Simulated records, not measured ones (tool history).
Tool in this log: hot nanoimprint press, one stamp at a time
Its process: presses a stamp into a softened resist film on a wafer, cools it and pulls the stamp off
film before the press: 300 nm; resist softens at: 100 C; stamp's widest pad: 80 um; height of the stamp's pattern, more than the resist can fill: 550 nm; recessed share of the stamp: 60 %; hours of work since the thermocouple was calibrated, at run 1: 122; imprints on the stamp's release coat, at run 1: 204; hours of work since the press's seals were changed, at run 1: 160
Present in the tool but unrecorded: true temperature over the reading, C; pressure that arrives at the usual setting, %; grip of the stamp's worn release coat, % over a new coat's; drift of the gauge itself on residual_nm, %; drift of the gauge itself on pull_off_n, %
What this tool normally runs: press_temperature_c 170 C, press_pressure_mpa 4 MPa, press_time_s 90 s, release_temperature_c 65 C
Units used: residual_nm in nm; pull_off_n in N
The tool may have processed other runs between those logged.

| run | hour | press_temperature_c | press_pressure_mpa | press_time_s | release_temperature_c | hours of work since the thermocouple was calibrated | imprints on the stamp's release coat | hours of work since the press's seals were changed | residual_nm | pull_off_n |
|---|---|---|---|---|---|---|---|---|---|---|
| 1 | 0 | 170 | 4 | 90 | 65 | 122 | 204 | 160 | 165.3 | 224 |
| 2 | 34.2 | 170 | 4 | 90 | 65 | 142 | 326 | 180 | 165.3 | 226 |
| 3 | 52 | 176 | 4 | 90 | 65 | 152 | 389 | 190 | 131.9 | 224 |
| 4 | 73.2 | 176 | 4 | 90 | 65 | 164 | 465 | 203 | 131.9 | 225 |
| 5 | 104.6 | 176 | 4 | 90 | 65 | 182 | 577 | 221 | 131.8 | 225 |
| 6 | 120.3 | 176 | 4 | 90 | 65 | 191 | 633 | 230 | 132 | 223 |
| 7 | 157.1 | 176 | 4 | 90 | 65 | 212 | 763 | 251 | 131.6 | 225 |
| 8 | 173.8 | 176 | 4 | 90 | 65 | 222 | 823 | 260 | 131.7 | 222 |
|  | 200.4 | stamp cleaned and given a new release coat |
| 9 | 209.5 | 176 | 4 | 90 | 65 | 239 | 32 | 277 | 131.9 | 225 |
| 10 | 239.3 | 159 | 3.06 | 46 | 65 | 256 | 138 | 295 | 271.8 | 222 |
| 11 | 259.5 | 159 | 3.06 | 46 | 65 | 268 | 210 | 306 | 272.3 | 224 |
| 12 | 292.5 | 170 | 4 | 90 | 59 | 287 | 328 | 325 | 164.8 | 241 |
| 13 | 313.5 | 170 | 4 | 90 | 59 | 299 | 403 | 337 | 164.6 | 241 |
| 14 | 340 | 170 | 4 | 90 | 59 | 314 | 497 | 352 | 164.1 | 245 |
|  | 363.5 | plate thermocouple calibrated |
| 15 | 366.4 | 173 | 2.92 | 80 | 65 | 2 | 580 | 366 | 178.2 | 226 |
| 16 | 396.8 | 173 | 2.92 | 80 | 65 | 19 | 688 | 383 | 178.3 | 223 |

How the hidden state differs across the entries between the runs, from the last listed run before each to the first after it:
Logged between run 8 and run 9: stamp cleaned and given a new release coat (hour 200.4)
  grip of the stamp's worn release coat, % over a new coat's: 0.4 -> 0; drift of the gauge itself on residual_nm, %: -0.28 -> -0.32
  measured result minus the result with no hidden state, residual_nm: -0.5 -> -0.5 nm
Logged between run 14 and run 15: plate thermocouple calibrated (hour 363.5)
  true temperature over the reading, C: 0.02 -> 0.01; pressure that arrives at the usual setting, %: 99.98 -> 99.97; drift of the gauge itself on residual_nm, %: -0.53 -> -0.57
  measured result minus the result with no hidden state, residual_nm: -1 -> -1 nm
